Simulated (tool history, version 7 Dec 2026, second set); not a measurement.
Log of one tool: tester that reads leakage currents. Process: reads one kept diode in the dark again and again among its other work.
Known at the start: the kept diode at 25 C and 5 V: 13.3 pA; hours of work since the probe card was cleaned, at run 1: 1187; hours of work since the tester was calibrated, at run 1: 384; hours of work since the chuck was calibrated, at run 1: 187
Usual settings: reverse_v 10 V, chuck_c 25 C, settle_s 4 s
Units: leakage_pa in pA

run	hour	reverse_v	chuck_c	settle_s	hours of work since the probe card was cleaned	hours of work since the tester was calibrated	hours of work since the chuck was calibrated	leakage_pa
1	0	10	25	4	1187	384	187	25.88
2	91.8	10	25	4	1239	436	239	26.3
3	204.5	10	25	4	1303	500	303	26.57
4	285.3	10	25	4	1349	546	348	26.99
5	359.1	10	27	4	1390	587	390	30.48
6	446.4	10	27	4	1440	637	440	30.8
7	551	10	27	4	1499	696	499	30.89
8	626.7	10	27	4	1542	739	542	31.14
9	767.1	10	27	4	1621	818	621	31.58
10	877.8	10	25	4	1684	881	684	28.94
# hour 903.7: chuck's temperature calibrated
11	981.6	10	25	4	1741	939	44	30.29
12	1072.4	10	25	4	1793	990	95	30.39
13	1152.6	10	25	4	1838	1035	141	30.77
14	1251.2	10	25	4	1894	1091	197	30.76
15	1371.9	10	25	4	1962	1159	265	31.45
16	1461.7	10	25	4	2013	1210	316	31.9
17	1591.9	10	25	4	2087	1284	389	32.38
18	1724.7	10	25	4	2162	1359	465	32.84
19	1850	10	25	4	2233	1430	535	33.13
20	1985.9	20	25	4	2310	1507	612	55.97
21	2130.8	1.2	25	6.58	2392	1589	694	9.1
# hour 2143.8: chuck's temperature calibrated
22	2250.5	13	40	1.15	2458	1655	60	93.42
23	2372.9	13	40	1.15	2528	1725	130	93.57
# hour 2393.4: probe card cleaned and baked
24	2462.1	18.1	22	1.36	39	1773	178	18.78
25	2532.9	18.1	22	1.36	79	1814	218	19.37
26	2656	1.4	25	4	149	1883	288	8.15
27	2809.5	1.5	56	4	235	1970	375	96.59
28	2878.3	15.9	59	4	274	2009	414	312.13
29	3009.9	15.9	21	4	349	2084	488	19.04
30	3131	5	21	1.45	417	2152	557	10.82
31	3261.8	5	21	1.45	491	2226	631	11.03
32	3325.3	5.5	25	4.63	527	2262	667	15.68
# hour 3384.5: chuck's temperature calibrated
33	3450.3	1.1	25	4	597	2332	37	7.81
34	3591.6	10	42	3.76	677	2412	117	77.14
35	3669.8	10	42	3.76	721	2456	161	77.78
36	3812.2	10	42	3.76	802	2536	242	77.68
37	3916.3	12.3	36	9.24	861	2595	301	56.08
38	4016	12.3	36	9.24	917	2652	357	56.09
39	4168.4	1.1	53	0.99	1003	2738	444	68.1
40	4304.5	9.2	22	1.14	1080	2815	521	20.61

Some steps in leakage_pa between neighbouring runs. How much of each would the tool show without its hidden state too (settings, what came in, random variation), and how much is left for the hidden state, with any gauge scatter that isn't in both results?
The hidden state here: stray current of the dirty probe card, pA a volt; current scale over the true one, %; true chuck temperature over the reading, C; drift of the gauge itself on leakage_pa, %.
Run 20 -> 21: reverse_v 20 -> 1.2, settle_s 4 -> 6.58. leakage_pa -46.87 pA: hidden state -30.44, all else -16.43.
Run 21 -> 22: reverse_v 1.2 -> 13, chuck_c 25 -> 40, settle_s 6.58 -> 1.15, chuck's temperature calibrated. leakage_pa +84.32 pA: hidden state +22.74, all else +61.58.
Run 23 -> 24: reverse_v 13 -> 18.1, chuck_c 40 -> 22, settle_s 1.15 -> 1.36, probe card cleaned and baked. leakage_pa -74.79 pA: hidden state -23.79, all else -51.
Run 26 -> 27: reverse_v 1.4 -> 1.5, chuck_c 25 -> 56. leakage_pa +88.44 pA: hidden state -0.14, all else +88.58.
Run 27 -> 28: reverse_v 1.5 -> 15.9, chuck_c 56 -> 59. leakage_pa +215.54 pA: hidden state +1.72, all else +213.82.
Run 28 -> 29: chuck_c 59 -> 21. leakage_pa -293.09 pA: hidden state +2.06, all else -295.15.
